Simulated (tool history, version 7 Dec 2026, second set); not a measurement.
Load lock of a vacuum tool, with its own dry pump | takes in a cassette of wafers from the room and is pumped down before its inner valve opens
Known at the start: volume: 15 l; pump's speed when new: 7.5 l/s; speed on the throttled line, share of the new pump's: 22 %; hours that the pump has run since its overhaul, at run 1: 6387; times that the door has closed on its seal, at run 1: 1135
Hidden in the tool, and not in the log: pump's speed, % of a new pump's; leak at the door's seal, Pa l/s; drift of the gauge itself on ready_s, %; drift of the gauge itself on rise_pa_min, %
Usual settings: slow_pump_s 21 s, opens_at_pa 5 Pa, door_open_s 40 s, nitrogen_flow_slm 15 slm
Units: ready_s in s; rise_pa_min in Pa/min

run,hour,slow_pump_s,opens_at_pa,door_open_s,nitrogen_flow_slm,hours that the pump has run since its overhaul,times that the door has closed on its seal,"incoming humidity of the room's air, %",ready_s,rise_pa_min
1,0.0,21,5,40,15,6387,1135,42.3,38.8,0.072
2,278.3,21,5,40,15,6666,2251,46.4,38.8,0.086
3,637.4,21,5,229,15,7025,3691,42.0,39.0,0.174
4,942.4,21,5,40,15,7330,4914,44.9,39.3,0.096
5,1338.0,21,5,40,15,7725,6500,45.5,39.2,0.115
6,1529.7,21,5,40,15,7917,7269,43.2,39.2,0.116
7,1857.4,21,5,40,15,8245,8583,43.0,39.4,0.132
8,2260.3,16,5,40,15,8648,10199,44.8,36.0,0.145
9,2582.6,16,5,40,15,8970,11491,45.6,36.3,0.167
10,2853.0,16,5,40,15,9240,12576,43.9,36.6,0.170
11,3175.8,16,5,40,15,9563,13870,41.5,35.9,0.184
12,3389.1,16,5,40,9,9776,14725,44.2,36.5,0.207
13,3625.5,21,5,62,15,10013,15673,47.7,40.0,0.233
14,3831.8,12,8,45,18,10219,16500,47.5,32.3,0.223
15,4008.3,14,9,61,7,10396,17208,47.7,33.8,0.275
16,4304.7,26,8,183,8,10692,18397,45.1,42.9,0.358
17,4533.7,21,9,40,12,10921,19315,47.5,38.9,0.267
18,4722.1,21,9,40,12,11109,20070,47.9,39.2,0.273
# hour 4935.7: dry pump taken out, an overhauled one fitted
19,5076.4,21,9,40,12,141,21467,44.0,34.9,0.291
20,5434.0,10,6,40,21,498,22901,45.6,27.7,0.315
21,5810.4,21,5,147,5,875,24410,47.3,37.0,0.463
22,6230.2,21,5,40,35,1294,26094,45.3,36.7,0.366
23,6644.1,21,5,40,15,1708,27753,48.4,37.0,0.414

5 ways to go on from here, each from the tool as it stands after run 23. What would each give?
A,6818.5,21,5,40,15,1883,28453,44.5,?,?
B,6818.5,21,5,40,9,1883,28453,45.0,?,?
C,6818.5,21,4,88,11,1883,28453,45.0,?,?
D,6818.5,15,4,40,4,1883,28453,47.6,?,?
E,6818.5,21,8,117,6,1883,28453,47.5,?,?

run,ready_s,rise_pa_min
A,36.8,0.428
B,37.2,0.444
C,38.1,0.473
D,33.4,0.458
E,35.6,0.523
Without the tool's hidden state the same runs would have given:
run,ready_s,rise_pa_min
A,36.2,0.062
B,36.6,0.074
C,37.6,0.105
D,32.7,0.088
E,35.1,0.148
